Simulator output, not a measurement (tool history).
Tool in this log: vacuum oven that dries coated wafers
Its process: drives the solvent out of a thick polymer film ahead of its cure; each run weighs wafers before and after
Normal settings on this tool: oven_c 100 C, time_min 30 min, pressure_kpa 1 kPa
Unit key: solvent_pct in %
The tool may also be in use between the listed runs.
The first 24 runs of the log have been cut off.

run	hour	oven_c	time_min	pressure_kpa	solvent_pct
25	573.3	100	23	0.7	2.02
26	597.7	100	23	0.7	2.07
27	627.9	100	23	0.7	2.08
28	657.8	111	38	1	0.52
29	677.2	100	33	1.77	1.71
30	692.9	100	33	3.53	2.8
31	717.8	100	33	3.53	2.81
32	750.4	100	44	3.53	2.48
33	782.2	100	17	0.6	3.37
34	802.9	113	17	0.6	0.73
35	833.7	90	52	1.14	1.97
36	848.7	100	41	1.21	1.13

Each row is a separate what-if for the run after 36, all from the same tool condition, not one after another. Results?
A	872.8	97	26	1	?
B	872.8	100	43	1.21	?
C	872.8	100	21	1	?

run	solvent_pct
A	2.47
B	1.07
C	2.6
Without the tool's unlogged condition, the same runs would have read:
run	solvent_pct
A	2.47
B	0.97
C	2.62
